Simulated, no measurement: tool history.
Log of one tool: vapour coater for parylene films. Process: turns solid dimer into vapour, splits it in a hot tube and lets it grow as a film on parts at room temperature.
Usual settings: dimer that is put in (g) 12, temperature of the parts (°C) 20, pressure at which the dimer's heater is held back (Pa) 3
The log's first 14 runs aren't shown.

run	hour	dimer that is put in (g)	temperature of the parts (°C)	pressure at which the dimer's heater is held back (Pa)	hours of work since the trap's valve was overhauled	hours of work since the table's thermometer was calibrated	thickness of the film (nm)
15	534.4	12	24	7.04	84	603	9100
16	566.4	12	20	3	109	628	11460
17	603.5	12	20	3	139	658	11300
18	630.7	12	20	11.41	160	679	9680
19	662.2	12	20	11.41	185	704	9590
20	717.8	12	20	3	229	748	11110
21	761.6	12	20	3	264	783	11030
22	784.2	12	20	3	282	801	10930
23	811	12	12	3	303	822	12410
24	846.9	12	12	3	331	850	12390
25	882.1	6	14	5.29	359	878	6080

The next listed run, before its measurement:
26	923	6	14	5.29	392	910	?

{"run 26": {"thickness of the film (nm)": 6080}}
Without the tool's hidden state the same run would have given thickness of the film (nm) 6510.
